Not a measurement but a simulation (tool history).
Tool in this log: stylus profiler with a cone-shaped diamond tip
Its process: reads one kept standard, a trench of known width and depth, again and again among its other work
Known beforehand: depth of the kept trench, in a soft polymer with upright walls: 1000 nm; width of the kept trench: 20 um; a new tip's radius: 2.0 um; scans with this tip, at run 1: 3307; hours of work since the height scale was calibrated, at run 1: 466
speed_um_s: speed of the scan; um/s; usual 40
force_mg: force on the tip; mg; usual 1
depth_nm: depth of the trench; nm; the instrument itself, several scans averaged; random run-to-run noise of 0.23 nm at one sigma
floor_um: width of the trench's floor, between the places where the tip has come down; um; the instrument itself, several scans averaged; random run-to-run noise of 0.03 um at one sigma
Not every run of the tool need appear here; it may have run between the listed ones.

run     day  speed_um_s  force_mg  scans with this tip  hours of work since the height scale was calibrated  depth_nm  floor_um
  1       0          40         1                 3307                                                  466   1008.72     16.33
  2   1.092          40      1.52                 3446                                                  486   1010.75     16.31
  3   3.342          40      1.52                 3732                                                  526   1010.86      16.3
  4   5.233          40      1.52                 3972                                                  560   1010.96     16.34
  5       7          40      1.52                 4197                                                  591   1010.98     16.34
  6   8.688          40      0.67                 4411                                                  622   1006.33     16.26
  7  10.321          40       0.5                 4619                                                  651   1005.47     16.19
  8  12.258          40       0.5                 4865                                                  686   1005.41     16.23
  9  13.938          40      0.54                 5079                                                  716   1005.37     16.19
 10  16.342          40      0.54                 5385                                                  759   1005.65     16.21
 11  18.804          40       0.4                 5697                                                  803   1004.45     16.16
 12  20.771          40         1                 5947                                                  838   1007.82     16.29
 13  22.004          40      0.38                 6105                                                  860   1004.61     16.15
 14  23.525          45         1                 6298                                                  887   1008.65     16.32
 15  24.938         109      0.86                 6477                                                  913   1007.43     15.84
 16  27.321          11      0.52                 6780                                                  955    1005.5     16.47
 17  29.604          28       1.2                 7070                                                  996   1009.36     16.38
 18  31.879          54      0.82                 7360                                                 1037   1007.57     16.24
 19  33.938          64      0.63                 7621                                                 1074   1006.07     16.11
 20  36.242          64      0.63                 7914                                                 1115   1006.32     16.08
 21  37.596          18      2.48                 8086                                                 1139    1015.2     16.45
 22  39.612          46      2.98                 8343                                                 1176   1017.42     16.39
 23  41.704          74      2.27                 8609                                                 1213   1014.42     16.27
 24  43.867          63      1.83                 8884                                                 1252   1012.47     16.27
 25  46.312         118      0.59                 9195                                                 1296   1005.66     15.63
 26  48.783          14      2.18                 9509                                                 1340   1014.03     16.45
 27  50.067          14      2.18                 9672                                                 1363   1014.14     16.43

Predict each of these 4 candidate next runs independently; none follows another, all start after run 27:
  A  51.904          34         1                 9905                                                 1396         ?         ?
  B  51.904          36      0.42                 9905                                                 1396         ?         ?
  C  51.904          75      0.48                 9905                                                 1396         ?         ?
  D  51.904          14       0.7                 9905                                                 1396         ?         ?

run  depth_nm  floor_um
  A   1007.87     16.34
  B   1004.87     16.18
  C      1005      15.9
  D   1006.45     16.45
Without the tool's unlogged condition, the same runs would have read:
run  depth_nm  floor_um
  A    1007.8     16.35
  B   1004.79      16.2
  C   1004.92     15.91
  D   1006.37     16.46
